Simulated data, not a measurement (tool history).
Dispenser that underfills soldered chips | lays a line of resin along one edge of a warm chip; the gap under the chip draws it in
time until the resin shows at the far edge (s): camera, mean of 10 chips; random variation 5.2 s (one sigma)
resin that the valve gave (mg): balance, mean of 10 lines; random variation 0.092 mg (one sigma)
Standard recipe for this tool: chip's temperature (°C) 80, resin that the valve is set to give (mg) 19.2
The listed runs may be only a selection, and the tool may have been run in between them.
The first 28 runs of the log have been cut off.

| run | hour | chip's temperature (°C) | resin that the valve is set to give (mg) | time until the resin shows at the far edge (s) | resin that the valve gave (mg) |
|---|---|---|---|---|---|
|  | 163.6 | new syringe of resin |
| 29 | 165.2 | 91 | 18.7 | 331.9 | 18.36 |
| 30 | 169.2 | 66 | 17.6 | 1363.5 | 17.27 |
| 31 | 175.2 | 66 | 17.6 | 1639.7 | 17.01 |
|  | 179.9 | new syringe of resin |
| 32 | 181.7 | 90 | 17.1 | 348.1 | 16.65 |
| 33 | 185.1 | 91 | 23.8 | 351.7 | 22.97 |
| 34 | 188.7 | 70 | 17.8 | 1183.4 | 17.18 |
| 35 | 193.3 | 88 | 19.3 | 525.2 | 18.81 |
|  | 196.2 | new syringe of resin |
| 36 | 198.1 | 88 | 19.3 | 379.2 | 18.49 |

3 options for the next run, each taken on its own from the tool as it stands now. Forecast them:
| A | 204.3 | 83 | 22.2 | ? | ? |
| B | 204.3 | 87 | 23.7 | ? | ? |
| C | 204.3 | 78 | 16.5 | ? | ? |

| run | time until the resin shows at the far edge (s) | resin that the valve gave (mg) |
|---|---|---|
| A | 578.2 | 21.13 |
| B | 467.8 | 22.63 |
| C | 787.4 | 15.85 |
Without the tool's hidden state the same runs would have given:
| run | time until the resin shows at the far edge (s) | resin that the valve gave (mg) |
|---|---|---|
| A | 445.1 | 22.09 |
| B | 360.8 | 23.65 |
| C | 598.1 | 16.57 |
